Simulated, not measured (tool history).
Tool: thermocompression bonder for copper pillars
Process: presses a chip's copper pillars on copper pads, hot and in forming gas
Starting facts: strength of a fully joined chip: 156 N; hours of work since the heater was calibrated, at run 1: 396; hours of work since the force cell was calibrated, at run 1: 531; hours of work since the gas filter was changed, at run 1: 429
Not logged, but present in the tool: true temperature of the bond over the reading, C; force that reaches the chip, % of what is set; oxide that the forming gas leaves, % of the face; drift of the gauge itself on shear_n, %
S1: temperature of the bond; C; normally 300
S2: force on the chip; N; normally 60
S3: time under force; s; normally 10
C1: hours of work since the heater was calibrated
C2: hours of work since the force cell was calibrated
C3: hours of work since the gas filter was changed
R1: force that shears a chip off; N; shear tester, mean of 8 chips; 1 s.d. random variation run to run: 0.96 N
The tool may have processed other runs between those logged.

run 1 hour=0 | S1=300 S2=60 S3=10 | C1=396 C2=531 C3=429 | R1=116.2
run 2 hour=13.6 | S1=300 S2=60 S3=10 | C1=407 C2=542 C3=440 | R1=116.5
run 3 hour=27.6 | S1=300 S2=60 S3=10 | C1=418 C2=553 C3=451 | R1=113.8
run 4 hour=38.7 | S1=300 S2=60 S3=10 | C1=427 C2=561 C3=460 | R1=117.1
run 5 hour=47.4 | S1=300 S2=60 S3=10 | C1=434 C2=568 C3=467 | R1=116
run 6 hour=54.3 | S1=300 S2=60 S3=10 | C1=439 C2=574 C3=472 | R1=115.5
run 7 hour=69.4 | S1=300 S2=60 S3=12 | C1=451 C2=586 C3=484 | R1=121.8
-- hour=77 forming gas filter changed
run 8 hour=77 | S1=300 S2=60 S3=12 | C1=457 C2=591 C3=0 | R1=125.1
run 9 hour=84.9 | S1=329 S2=60 S3=29 | C1=463 C2=597 C3=6 | R1=152.5
-- hour=87.9 heater calibrated with a thermocouple chip
run 10 hour=97.4 | S1=329 S2=39 S3=29 | C1=7 C2=606 C3=14 | R1=135.9
run 11 hour=109.8 | S1=329 S2=39 S3=8 | C1=17 C2=616 C3=24 | R1=106.1
run 12 hour=122.8 | S1=301 S2=51 S3=8 | C1=28 C2=626 C3=35 | R1=102.8
run 13 hour=134.4 | S1=301 S2=51 S3=8 | C1=37 C2=635 C3=44 | R1=102.5
run 14 hour=147.9 | S1=292 S2=60 S3=21 | C1=47 C2=645 C3=54 | R1=133.5

Each row is a separate what-if for the run after 14, all from the same tool condition, not one after another. Results?
run A hour=155.7 | S1=275 S2=65 S3=21 | C1=53 C2=652 C3=60 | R1=?
run B hour=155.7 | S1=288 S2=41 S3=17 | C1=53 C2=652 C3=60 | R1=?
run C hour=155.7 | S1=300 S2=39 S3=23 | C1=53 C2=652 C3=60 | R1=?
run D hour=155.7 | S1=272 S2=70 S3=15 | C1=53 C2=652 C3=60 | R1=?
run E hour=155.7 | S1=292 S2=77 S3=21 | C1=53 C2=652 C3=60 | R1=?

run=A R1=125.8
run=B R1=95.6
run=C R1=110.4
run=D R1=119.3
run=E R1=145.5
What these runs would have given with no unlogged condition in the tool:
run=A R1=119.4
run=B R1=88.4
run=C R1=103.5
run=D R1=112.4
run=E R1=142.1
